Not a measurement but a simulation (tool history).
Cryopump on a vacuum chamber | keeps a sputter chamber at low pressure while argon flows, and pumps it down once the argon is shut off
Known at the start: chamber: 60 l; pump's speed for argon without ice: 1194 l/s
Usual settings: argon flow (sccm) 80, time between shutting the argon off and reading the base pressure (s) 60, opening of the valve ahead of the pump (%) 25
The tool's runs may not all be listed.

run,hour,argon flow (sccm),time between shutting the argon off and reading the base pressure (s),opening of the valve ahead of the pump (%),pressure while argon flows (Pa),pressure after the wait (uPa)
1,0.0,80,60,25,0.4544,4.49
2,10.5,80,60,25,0.4588,4.38
3,20.0,84,60,25,0.4817,4.36
4,28.4,84,60,25,0.4847,4.38
5,41.7,84,60,25,0.4808,4.38
6,52.8,84,60,25,0.4800,4.52
7,60.2,80,114,25,0.4590,3.58
8,70.7,80,70,25,0.4575,4.27
9,79.7,80,70,25,0.4571,4.31
# hour 92.1: leaking fittings of the chamber tightened, without venting
10,99.1,80,70,25,0.4613,1.98
11,115.8,80,70,25,0.4639,2.01
12,124.7,119,130,47,0.3696,1.22
13,141.5,45,82,18,0.3586,1.68
14,157.7,55,81,22,0.3626,1.78
15,167.7,118,34,27,0.6243,3.83
16,182.6,118,34,27,0.6248,3.82
17,196.2,118,34,27,0.6296,3.73
18,205.3,118,34,27,0.6289,3.78
19,218.8,118,34,27,0.6314,3.79

Forecast each of these 5 alternatives for the next run:
A,230.7,79,121,15,?,?
B,230.7,71,51,55,?,?
C,230.7,87,73,22,?,?
D,230.7,48,52,17,?,?
E,230.7,90,191,16,?,?

run,pressure while argon flows (Pa),pressure after the wait (uPa)
A,0.7610,1.33
B,0.1910,2.66
C,0.5700,1.99
D,0.4059,2.65
E,0.8024,0.97
Without the tool's hidden state the same runs would have given:
run,pressure while argon flows (Pa),pressure after the wait (uPa)
A,0.7523,1.20
B,0.1832,2.53
C,0.5605,1.86
D,0.4006,2.51
E,0.7925,0.84
